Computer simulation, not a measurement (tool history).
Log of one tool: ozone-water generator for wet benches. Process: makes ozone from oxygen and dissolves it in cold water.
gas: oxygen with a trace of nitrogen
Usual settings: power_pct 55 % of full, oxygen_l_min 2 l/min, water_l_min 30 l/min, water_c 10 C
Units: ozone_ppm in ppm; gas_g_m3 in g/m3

run	hour	power_pct	oxygen_l_min	water_l_min	water_c	ozone_ppm	gas_g_m3
1	0	55	2	30	10	6	135.5
2	88.3	55	2	30	10	5.7	135.1
3	232.4	55	2	30	10	5.9	135.9
4	371.1	55	2	30	10	5.9	132.3
5	448.5	55	2	30	10	5.7	133.3
# hour 546.4: contactor cleaned
6	563.3	55	2	30	10	5.8	132.8
7	665.6	55	2	30	10	5.7	132.8
8	740.8	55	2	30	10	5.7	134
# hour 875.4: electrodes of the discharge changed
9	885.3	55	2	30	10	7.3	165.1
10	979.8	55	3.06	30	10	8.8	139.1
11	1157.9	55	3.06	30	10	8.7	135.2
12	1314.5	55	3.06	30	10	8.7	136.5
13	1398.7	55	3.06	43	10	5.9	135.2
14	1571.9	55	3.06	43	10	5.6	134.9
15	1685.1	55	2	30	10	7.1	160
16	1838.2	55	2	30	10	7.2	159.5
17	1950.7	55	2.2	30	10	7.2	154.7
18	2076.8	59	2	30	10	7.5	170.4
19	2180	48	1.8	30	9	6.1	146.9
20	2305.6	94	1.92	30	17	10.7	267.9
21	2469	49	1.92	24	17	7.6	145.6
# hour 2495.4: water thermometer calibrated
22	2637.1	49	1.92	24	17	7.6	144.6
23	2809.1	82	1.92	19	8	16.2	226.5
24	2917.9	82	1.92	19	8	15.7	225.4
25	3086.5	82	1.92	19	8	15.9	222.7
26	3179.2	64	2	31	13	7.2	177.6
27	3355.8	64	2	31	13	7.6	177.6
# hour 3429.5: contactor cleaned
28	3495.9	64	2	31	13	7.5	175.6
29	3570.4	55	3.4	30	9	8.6	124
30	3738.6	55	3.4	30	9	8.4	122.3
31	3839.4	55	2	30	7	6.8	151
32	3998.7	49	1.29	30	10	4.9	164
33	4149.1	49	1.29	30	10	4.8	166.1

Forecast each of these 3 alternatives for the next run:
A	4279.8	49	1.37	19	10	?	?
B	4279.8	84	1.58	30	10	?	?
C	4279.8	55	2	48	10	?	?

run	ozone_ppm	gas_g_m3
A	8.5	160.2
B	8.6	237
C	3.8	151.4
Without the tool's hidden state the same runs would have given:
run	ozone_ppm	gas_g_m3
A	9.2	172.2
B	9.9	268.3
C	4.2	164.7
